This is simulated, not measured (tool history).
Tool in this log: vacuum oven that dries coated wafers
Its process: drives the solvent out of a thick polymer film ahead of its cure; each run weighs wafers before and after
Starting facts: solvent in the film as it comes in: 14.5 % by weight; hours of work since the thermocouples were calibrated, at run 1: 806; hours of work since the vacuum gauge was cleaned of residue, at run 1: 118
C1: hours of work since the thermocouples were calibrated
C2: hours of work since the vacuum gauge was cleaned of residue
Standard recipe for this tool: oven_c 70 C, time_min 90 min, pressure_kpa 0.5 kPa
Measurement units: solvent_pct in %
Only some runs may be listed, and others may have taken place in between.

{"run": 1, "hour": 0.0, "oven_c": 70, "time_min": 90, "pressure_kpa": 0.5, "C1": 806, "C2": 118, "solvent_pct": 0.53}
{"run": 2, "hour": 15.0, "oven_c": 70, "time_min": 90, "pressure_kpa": 0.5, "C1": 813, "C2": 125, "solvent_pct": 0.55}
{"run": 3, "hour": 28.8, "oven_c": 70, "time_min": 90, "pressure_kpa": 0.5, "C1": 819, "C2": 131, "solvent_pct": 0.55}
{"run": 4, "hour": 40.4, "oven_c": 70, "time_min": 90, "pressure_kpa": 0.301, "C1": 824, "C2": 136, "solvent_pct": 0.49}
{"run": 5, "hour": 52.0, "oven_c": 70, "time_min": 90, "pressure_kpa": 0.301, "C1": 829, "C2": 141, "solvent_pct": 0.48}
{"run": 6, "hour": 64.6, "oven_c": 70, "time_min": 59, "pressure_kpa": 0.5, "C1": 834, "C2": 146, "solvent_pct": 1.39}
{"run": 7, "hour": 79.7, "oven_c": 70, "time_min": 59, "pressure_kpa": 0.5, "C1": 841, "C2": 153, "solvent_pct": 1.36}
{"run": 8, "hour": 86.8, "oven_c": 70, "time_min": 59, "pressure_kpa": 0.5, "C1": 844, "C2": 156, "solvent_pct": 1.37}
{"hour": 89.3, "done": "vacuum gauge cleaned of residue and calibrated"}
{"run": 9, "hour": 99.6, "oven_c": 62, "time_min": 90, "pressure_kpa": 0.5, "C1": 849, "C2": 5, "solvent_pct": 1.33}
{"run": 10, "hour": 106.2, "oven_c": 78, "time_min": 83, "pressure_kpa": 0.819, "C1": 852, "C2": 7, "solvent_pct": 0.33}
{"run": 11, "hour": 119.5, "oven_c": 78, "time_min": 83, "pressure_kpa": 0.819, "C1": 858, "C2": 13, "solvent_pct": 0.34}
{"run": 12, "hour": 129.2, "oven_c": 78, "time_min": 83, "pressure_kpa": 0.819, "C1": 862, "C2": 17, "solvent_pct": 0.32}
{"run": 13, "hour": 140.8, "oven_c": 78, "time_min": 83, "pressure_kpa": 0.819, "C1": 867, "C2": 22, "solvent_pct": 0.35}
{"hour": 151.8, "done": "vacuum gauge cleaned of residue and calibrated, once more"}
{"run": 14, "hour": 156.8, "oven_c": 70, "time_min": 102, "pressure_kpa": 0.5, "C1": 873, "C2": 2, "solvent_pct": 0.41}

Run 15, settings as shown, results not yet in. Your forecast:
{"run": 15, "hour": 163.2, "oven_c": 70, "time_min": 46, "pressure_kpa": 1.091, "C1": 876, "C2": 5, "solvent_pct": "?"}

For run 15 the tool returned solvent_pct 2.31 %.
Minus the tool's unlogged condition, the same run would have read solvent_pct 2.51 %.

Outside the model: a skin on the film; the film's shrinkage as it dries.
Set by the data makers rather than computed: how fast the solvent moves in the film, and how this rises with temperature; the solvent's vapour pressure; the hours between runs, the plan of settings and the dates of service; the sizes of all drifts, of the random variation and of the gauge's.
